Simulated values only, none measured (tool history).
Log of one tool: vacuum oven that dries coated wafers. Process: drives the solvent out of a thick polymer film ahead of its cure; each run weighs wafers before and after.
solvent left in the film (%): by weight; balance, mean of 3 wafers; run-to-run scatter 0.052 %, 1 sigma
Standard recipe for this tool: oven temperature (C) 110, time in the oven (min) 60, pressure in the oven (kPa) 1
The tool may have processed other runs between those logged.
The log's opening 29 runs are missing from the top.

run	hour	oven temperature (C)	time in the oven (min)	pressure in the oven (kPa)	hours of work since the thermocouples were calibrated	hours of work since the vacuum gauge was cleaned of residue	solvent left in the film (%)
30	1701.7	108	47	2.7	1328	1328	3.41
31	1737.1	108	99	2.7	1348	1348	2.07
32	1815.3	108	99	2.7	1393	1393	2
33	1855.4	108	99	2.7	1416	1416	2.07
34	1895.5	106	42	2.93	1439	1439	4.31
35	1942	110	52	3.06	1466	1466	2.83
36	2012.2	110	52	3.06	1506	1506	2.97
37	2090.9	110	52	3.06	1551	1551	2.98
38	2136.9	121	75	1.36	1577	1577	0.66
39	2190.8	121	75	1.36	1608	1608	0.62

3 ways to go on from here, each from the tool as it stands after run 39. What would each give?
A	2232.1	121	41	1.36	1632	1632	?
B	2232.1	107	36	1.54	1632	1632	?
C	2232.1	110	37	1.01	1632	1632	?

run	solvent left in the film (%)
A	1.06
B	3.91
C	2.91
The same runs, with their run-to-run variation unchanged, on a tool lacking any hidden condition would have given:
run	solvent left in the film (%)
A	1
B	3.96
C	2.95
